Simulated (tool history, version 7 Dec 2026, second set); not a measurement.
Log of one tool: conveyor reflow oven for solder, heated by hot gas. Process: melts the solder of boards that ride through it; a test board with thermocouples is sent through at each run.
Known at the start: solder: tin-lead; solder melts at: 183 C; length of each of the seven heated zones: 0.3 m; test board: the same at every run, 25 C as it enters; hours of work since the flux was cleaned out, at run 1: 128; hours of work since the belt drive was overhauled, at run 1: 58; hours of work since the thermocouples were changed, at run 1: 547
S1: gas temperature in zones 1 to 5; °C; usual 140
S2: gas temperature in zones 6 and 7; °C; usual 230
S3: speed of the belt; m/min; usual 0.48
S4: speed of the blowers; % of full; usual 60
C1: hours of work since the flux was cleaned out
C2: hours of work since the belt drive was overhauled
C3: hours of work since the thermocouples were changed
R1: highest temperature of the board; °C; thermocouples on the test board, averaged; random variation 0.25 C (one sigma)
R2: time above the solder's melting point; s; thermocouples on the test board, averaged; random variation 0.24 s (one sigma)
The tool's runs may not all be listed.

run 1 hour=0 | S1=140 S2=230 S3=0.48 S4=60 | C1=128 C2=58 C3=547 | R1=215.5 R2=55.7
run 2 hour=21.9 | S1=140 S2=230 S3=0.48 S4=60 | C1=141 C2=71 C3=560 | R1=215.3 R2=55.6
-- hour=43.5 flux residue cleaned out of gas plates and filters
run 3 hour=67.4 | S1=140 S2=230 S3=0.414 S4=60 | C1=14 C2=95 C3=585 | R1=219.9 R2=69.3
run 4 hour=92.7 | S1=140 S2=226 S3=0.48 S4=60 | C1=30 C2=111 C3=600 | R1=212.2 R2=52.9
run 5 hour=113.5 | S1=140 S2=230 S3=0.48 S4=60 | C1=42 C2=123 C3=613 | R1=215.8 R2=55.5
run 6 hour=136.3 | S1=140 S2=230 S3=0.48 S4=60 | C1=56 C2=137 C3=626 | R1=215.9 R2=56
run 7 hour=159.7 | S1=140 S2=230 S3=0.48 S4=60 | C1=70 C2=151 C3=641 | R1=216.2 R2=55.7
run 8 hour=179.7 | S1=140 S2=230 S3=0.48 S4=60 | C1=82 C2=163 C3=653 | R1=215.9 R2=56.1
run 9 hour=201.3 | S1=148 S2=230 S3=0.48 S4=60 | C1=96 C2=176 C3=666 | R1=217.4 R2=60.1
run 10 hour=221.2 | S1=133 S2=230 S3=0.48 S4=60 | C1=108 C2=189 C3=678 | R1=214.7 R2=52.7
run 11 hour=260.5 | S1=133 S2=230 S3=0.48 S4=60 | C1=131 C2=212 C3=702 | R1=215.2 R2=52.1
-- hour=300.8 flux residue cleaned out of gas plates and filters
run 12 hour=303.5 | S1=153 S2=230 S3=0.48 S4=60 | C1=2 C2=235 C3=725 | R1=219 R2=64
run 13 hour=341.1 | S1=140 S2=233 S3=0.48 S4=60 | C1=24 C2=258 C3=747 | R1=219.5 R2=58.9
run 14 hour=372.5 | S1=140 S2=233 S3=0.48 S4=60 | C1=43 C2=277 C3=766 | R1=218.9 R2=58.7
run 15 hour=400.8 | S1=140 S2=233 S3=0.48 S4=60 | C1=61 C2=294 C3=784 | R1=219.7 R2=58.8
run 16 hour=443.6 | S1=140 S2=233 S3=0.48 S4=60 | C1=86 C2=320 C3=809 | R1=219.8 R2=58.6
run 17 hour=473.8 | S1=152 S2=230 S3=0.48 S4=60 | C1=105 C2=338 C3=828 | R1=219.2 R2=63
run 18 hour=497.4 | S1=152 S2=230 S3=0.48 S4=60 | C1=119 C2=353 C3=842 | R1=219.1 R2=63.2
run 19 hour=538.8 | S1=140 S2=243 S3=0.48 S4=60 | C1=144 C2=378 C3=867 | R1=228 R2=64.4
-- hour=557.6 flux residue cleaned out of gas plates and filters
run 20 hour=581 | S1=140 S2=242 S3=0.497 S4=60 | C1=14 C2=400 C3=890 | R1=226.5 R2=61
run 21 hour=622.6 | S1=140 S2=242 S3=0.497 S4=60 | C1=39 C2=425 C3=915 | R1=226.5 R2=61
run 22 hour=658.9 | S1=130 S2=234 S3=0.469 S4=77 | C1=61 C2=447 C3=937 | R1=225.5 R2=62
run 23 hour=694.4 | S1=137 S2=239 S3=0.548 S4=60 | C1=83 C2=469 C3=958 | R1=219.7 R2=50.3
run 24 hour=715.4 | S1=153 S2=237 S3=0.554 S4=73 | C1=96 C2=482 C3=971 | R1=225.5 R2=59
run 25 hour=754.1 | S1=127 S2=223 S3=0.546 S4=56 | C1=119 C2=505 C3=994 | R1=202.4 R2=32.4
run 26 hour=787.9 | S1=127 S2=236 S3=0.448 S4=51 | C1=139 C2=526 C3=1015 | R1=219.2 R2=58
-- hour=814.2 flux residue cleaned out of gas plates and filters
run 27 hour=818.9 | S1=127 S2=236 S3=0.448 S4=51 | C1=3 C2=541 C3=1031 | R1=219.3 R2=58.4
run 28 hour=843.6 | S1=147 S2=230 S3=0.48 S4=60 | C1=18 C2=556 C3=1046 | R1=219.1 R2=62.1
run 29 hour=875 | S1=147 S2=244 S3=0.48 S4=60 | C1=37 C2=575 C3=1065 | R1=231.3 R2=68.6
run 30 hour=910.8 | S1=147 S2=244 S3=0.48 S4=60 | C1=58 C2=597 C3=1086 | R1=231.3 R2=69.4
run 31 hour=936 | S1=147 S2=244 S3=0.48 S4=60 | C1=74 C2=612 C3=1101 | R1=231.5 R2=69.6

Some steps in R1 between neighbouring runs. How much of each would the tool show without its hidden state too (settings, what came in, random variation), and how much is left for the hidden state, with any gauge scatter that isn't in both results?
The hidden state here: heat that the gas passes to the board, % of a clean oven's; belt's true speed, % of the reading; true gas temperature in zones 6 and 7 over the reading, C; drift of the gauge itself on peak_c, C; drift of the gauge itself on liquid_s, %.
Run 2 -> 3: S3 0.48 -> 0.414, flux residue cleaned out of gas plates and filters. R1 +4.6 °C: hidden state +0.4, all else +4.2.
Run 11 -> 12: S1 133 -> 153, flux residue cleaned out of gas plates and filters. R1 +3.8 °C: hidden state +0.6, all else +3.2.
Run 19 -> 20: S2 243 -> 242, S3 0.48 -> 0.497, flux residue cleaned out of gas plates and filters. R1 -1.5 °C: hidden state +0.4, all else -1.9.
Run 24 -> 25: S1 153 -> 127, S2 237 -> 223, S3 0.554 -> 0.546, S4 73 -> 56. R1 -23.1 °C: hidden state -0.2, all else -22.9.
Run 25 -> 26: S2 223 -> 236, S3 0.546 -> 0.448, S4 56 -> 51. R1 +16.8 °C: hidden state +0.4, all else +16.4.
Run 28 -> 29: S2 230 -> 244. R1 +12.2 °C: hidden state +0.1, all else +12.1.
